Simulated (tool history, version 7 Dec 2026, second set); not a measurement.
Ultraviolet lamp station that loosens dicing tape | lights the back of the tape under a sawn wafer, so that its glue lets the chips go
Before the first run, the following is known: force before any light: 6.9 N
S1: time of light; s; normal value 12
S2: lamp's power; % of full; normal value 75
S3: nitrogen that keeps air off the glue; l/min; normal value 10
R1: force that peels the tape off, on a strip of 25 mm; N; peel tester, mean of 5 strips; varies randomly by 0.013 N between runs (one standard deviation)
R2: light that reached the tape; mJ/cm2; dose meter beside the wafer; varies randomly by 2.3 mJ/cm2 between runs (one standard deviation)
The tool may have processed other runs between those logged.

run	hour	S1	S2	S3	R1	R2
1	0	12	75	10	0.693	207
2	3.9	12	75	10	0.698	200
3	11	14	75	10	0.495	231
4	19.7	14	75	10	0.507	234
5	25.7	14	75	10	0.488	234
6	35.3	14	75	10	0.53	233
7	42.8	14	75	10	0.505	232
8	49.2	12	75	10	0.716	200
9	56.3	7	75	10	1.825	116
10	64.3	7	75	6	2	114
11	68.7	7	75	6	2.035	114
12	74.7	7	75	6	2.115	112
13	80.8	7	84	6	1.828	129
14	87.4	11	84	9	0.735	201
15	92.9	8	65	7	2.134	110
16	101.8	8	65	7	2.115	109
17	107.3	20	83	3	0.348	353
18	116.7	20	83	3	0.358	357
19	126.4	20	61	18	0.293	262

Estimate the outcome of run 20 from the log above:
20	134.5	15	75	10	?	?

{"run 20": {"R1": 0.459, "R2": 238}}
If the tool had no hidden condition, the same run with the same run-to-run variation would have returned R1 0.325 N, R2 274 mJ/cm2.

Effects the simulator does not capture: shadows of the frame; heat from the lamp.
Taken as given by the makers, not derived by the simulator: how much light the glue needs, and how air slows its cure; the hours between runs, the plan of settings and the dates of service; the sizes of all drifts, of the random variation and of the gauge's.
